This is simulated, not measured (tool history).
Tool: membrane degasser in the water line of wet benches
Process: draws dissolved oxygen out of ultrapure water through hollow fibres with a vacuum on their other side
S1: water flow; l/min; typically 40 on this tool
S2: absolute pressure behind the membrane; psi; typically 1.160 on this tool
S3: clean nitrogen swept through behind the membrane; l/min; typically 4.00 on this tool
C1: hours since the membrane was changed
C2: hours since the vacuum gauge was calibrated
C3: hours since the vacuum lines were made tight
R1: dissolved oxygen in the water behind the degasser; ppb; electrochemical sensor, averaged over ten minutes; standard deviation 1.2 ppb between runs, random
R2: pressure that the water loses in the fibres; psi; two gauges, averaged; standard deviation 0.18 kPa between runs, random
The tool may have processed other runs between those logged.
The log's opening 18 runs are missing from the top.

{"run": 19, "day": 138.733, "S1": 39, "S2": 1.16, "S3": 2.7, "C1": 10566, "C2": 926, "C3": 6052, "R1": 193.9, "R2": 4.817}
{"day": 148.271, "done": "vacuum gauge calibrated, once more"}
{"run": 20, "day": 149.688, "S1": 40, "S2": 1.086, "S3": 1.77, "C1": 10829, "C2": 34, "C3": 6315, "R1": 210.4, "R2": 5.02}
{"run": 21, "day": 159.542, "S1": 40, "S2": 1.165, "S3": 2.9, "C1": 11065, "C2": 271, "C3": 6551, "R1": 158.0, "R2": 4.983}
{"run": 22, "day": 167.317, "S1": 40, "S2": 0.789, "S3": 4.0, "C1": 11252, "C2": 457, "C3": 6738, "R1": 56.7, "R2": 4.997}
{"day": 171.767, "done": "seals of the vacuum lines changed"}
{"run": 23, "day": 172.462, "S1": 40, "S2": 0.789, "S3": 4.0, "C1": 11373, "C2": 579, "C3": 17, "R1": 55.3, "R2": 4.94}
{"run": 24, "day": 177.696, "S1": 34, "S2": 2.788, "S3": 6.6, "C1": 11499, "C2": 704, "C3": 142, "R1": 199.2, "R2": 4.268}
{"run": 25, "day": 186.617, "S1": 25, "S2": 1.128, "S3": 4.0, "C1": 11713, "C2": 918, "C3": 356, "R1": 69.9, "R2": 3.108}
{"run": 26, "day": 192.388, "S1": 25, "S2": 2.82, "S3": 4.0, "C1": 11852, "C2": 1057, "C3": 495, "R1": 242.8, "R2": 3.124}
{"run": 27, "day": 198.783, "S1": 29, "S2": 1.001, "S3": 1.68, "C1": 12005, "C2": 1210, "C3": 648, "R1": 144.2, "R2": 3.646}
{"run": 28, "day": 207.942, "S1": 48, "S2": 1.16, "S3": 3.19, "C1": 12225, "C2": 1430, "C3": 868, "R1": 172.1, "R2": 5.992}
{"run": 29, "day": 219.229, "S1": 48, "S2": 1.16, "S3": 3.19, "C1": 12496, "C2": 1701, "C3": 1139, "R1": 171.5, "R2": 6.045}
{"run": 30, "day": 225.954, "S1": 29, "S2": 2.804, "S3": 3.19, "C1": 12657, "C2": 1862, "C3": 1301, "R1": 343.0, "R2": 3.712}
{"run": 31, "day": 233.433, "S1": 29, "S2": 2.058, "S3": 2.27, "C1": 12837, "C2": 2042, "C3": 1480, "R1": 324.6, "R2": 3.68}

Predict each of these 5 candidate next runs independently; none follows another, all start after run 31:
{"run": "A", "day": 241.229, "S1": 36, "S2": 1.096, "S3": 4.28, "C1": 13024, "C2": 2229, "C3": 1667, "R1": "?", "R2": "?"}
{"run": "B", "day": 241.229, "S1": 25, "S2": 1.199, "S3": 4.0, "C1": 13024, "C2": 2229, "C3": 1667, "R1": "?", "R2": "?"}
{"run": "C", "day": 241.229, "S1": 40, "S2": 1.16, "S3": 5.59, "C1": 13024, "C2": 2229, "C3": 1667, "R1": "?", "R2": "?"}
{"run": "D", "day": 241.229, "S1": 29, "S2": 2.283, "S3": 5.2, "C1": 13024, "C2": 2229, "C3": 1667, "R1": "?", "R2": "?"}
{"run": "E", "day": 241.229, "S1": 25, "S2": 2.496, "S3": 2.27, "C1": 13024, "C2": 2229, "C3": 1667, "R1": "?", "R2": "?"}

run=A R1=92.3 R2=4.560
run=B R1=80.2 R2=3.137
run=C R1=88.9 R2=5.040
run=D R1=172.8 R2=3.633
run=E R1=354.9 R2=3.120
With no hidden state in the tool, these same runs would have given:
run=A R1=88.8 R2=4.367
run=B R1=77.7 R2=3.002
run=C R1=85.4 R2=4.825
run=D R1=170.2 R2=3.478
run=E R1=350.4 R2=2.986
